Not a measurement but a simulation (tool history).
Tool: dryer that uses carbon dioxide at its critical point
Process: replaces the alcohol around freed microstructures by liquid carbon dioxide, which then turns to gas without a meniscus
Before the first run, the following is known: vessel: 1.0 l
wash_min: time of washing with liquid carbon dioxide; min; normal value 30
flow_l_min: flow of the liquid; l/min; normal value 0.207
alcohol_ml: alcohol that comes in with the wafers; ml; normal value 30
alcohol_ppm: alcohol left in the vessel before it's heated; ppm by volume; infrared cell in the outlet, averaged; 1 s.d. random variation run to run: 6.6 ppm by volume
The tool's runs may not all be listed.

| run | hour | wash_min | flow_l_min | alcohol_ml | alcohol_ppm |
|---|---|---|---|---|---|
| 1 | 0.0 | 30 | 0.207 | 30 | 384 |
| 2 | 41.6 | 30 | 0.207 | 30 | 378 |
| 3 | 87.3 | 30 | 0.207 | 30 | 374 |
| 4 | 126.0 | 30 | 0.207 | 30 | 412 |
| 5 | 187.1 | 30 | 0.207 | 30 | 408 |
| 6 | 229.7 | 30 | 0.207 | 30 | 422 |
| 7 | 259.7 | 30 | 0.207 | 66 | 897 |
| 8 | 326.1 | 30 | 0.207 | 66 | 932 |
| 9 | 361.5 | 30 | 0.207 | 66 | 928 |
| 10 | 431.3 | 30 | 0.207 | 66 | 947 |
|  | 459.8 | inlet filter changed |
| 11 | 492.7 | 30 | 0.207 | 30 | 372 |
| 12 | 550.4 | 30 | 0.207 | 30 | 390 |
| 13 | 580.9 | 30 | 0.207 | 30 | 392 |
| 14 | 614.5 | 30 | 0.136 | 30 | 1650 |
| 15 | 647.9 | 30 | 0.207 | 30 | 402 |
| 16 | 719.3 | 30 | 0.207 | 30 | 435 |
| 17 | 776.7 | 30 | 0.207 | 30 | 443 |
| 18 | 830.4 | 30 | 0.147 | 30 | 1438 |
| 19 | 867.8 | 30 | 0.147 | 30 | 1422 |
| 20 | 896.9 | 30 | 0.199 | 30 | 531 |
| 21 | 959.1 | 30 | 0.136 | 30 | 1843 |
| 22 | 995.7 | 27 | 0.207 | 79 | 1572 |
|  | 1021.8 | purifier's bed changed |
| 23 | 1052.9 | 27 | 0.207 | 79 | 1517 |
| 24 | 1123.8 | 27 | 0.207 | 79 | 1519 |
| 25 | 1189.8 | 46 | 0.212 | 28 | 36 |
|  | 1210.4 | inlet filter changed |
| 26 | 1260.6 | 25 | 0.262 | 29 | 238 |

What will run 27 give?
| 27 | 1304.7 | 25 | 0.262 | 29 | ? |

alcohol_ppm: 230 ppm by volume
The same run, on a tool lacking any hidden state, would have yielded alcohol_ppm 193 ppm by volume.
